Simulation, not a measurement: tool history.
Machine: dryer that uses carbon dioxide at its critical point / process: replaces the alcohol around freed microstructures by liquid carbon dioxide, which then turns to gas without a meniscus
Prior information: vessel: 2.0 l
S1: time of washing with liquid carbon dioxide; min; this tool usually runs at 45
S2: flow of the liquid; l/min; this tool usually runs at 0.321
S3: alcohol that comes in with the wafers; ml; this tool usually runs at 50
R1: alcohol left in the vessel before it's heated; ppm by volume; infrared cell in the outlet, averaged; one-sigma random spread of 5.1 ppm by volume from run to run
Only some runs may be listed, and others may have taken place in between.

Run 1, day 0: usual settings. Result: R1 127 ppm by volume.
Run 2, day 0.329: usual settings. Result: R1 128 ppm by volume.
Run 3, day 0.829: usual settings but S1 70 min. Result: R1 81 ppm by volume.
Run 4, day 1.354: usual settings. Result: R1 130 ppm by volume.
Run 5, day 1.838: usual settings. Result: R1 131 ppm by volume.
Run 6, day 2.271: usual settings. Result: R1 126 ppm by volume.
Run 7, day 2.638: usual settings. Result: R1 152 ppm by volume.
Run 8, day 3.108: usual settings. Result: R1 141 ppm by volume.
Run 9, day 3.658: usual settings. Result: R1 144 ppm by volume.
Run 10, day 4.275: usual settings. Result: R1 150 ppm by volume.
Run 11, day 4.854: usual settings. Result: R1 148 ppm by volume.
Run 12, day 5.296: usual settings. Result: R1 155 ppm by volume.
Run 13, day 5.579: usual settings. Result: R1 169 ppm by volume.
Run 14, day 6.017: usual settings but S1 31 min, S2 0.28 l/min, S3 109 ml. Result: R1 1489 ppm by volume.
Run 15, day 6.646: usual settings but S1 51 min, S2 0.28 l/min, S3 109 ml. Result: R1 237 ppm by volume.

Run 16 is up next; what results do you expect?
Run 16, day 6.933: usual settings but S1 51 min, S2 0.28 l/min, S3 109 ml. Result: R1 ?.

Logged for run 16: R1 241 ppm by volume.
Minus the tool's unlogged condition, the same run would have read R1 118 ppm by volume.

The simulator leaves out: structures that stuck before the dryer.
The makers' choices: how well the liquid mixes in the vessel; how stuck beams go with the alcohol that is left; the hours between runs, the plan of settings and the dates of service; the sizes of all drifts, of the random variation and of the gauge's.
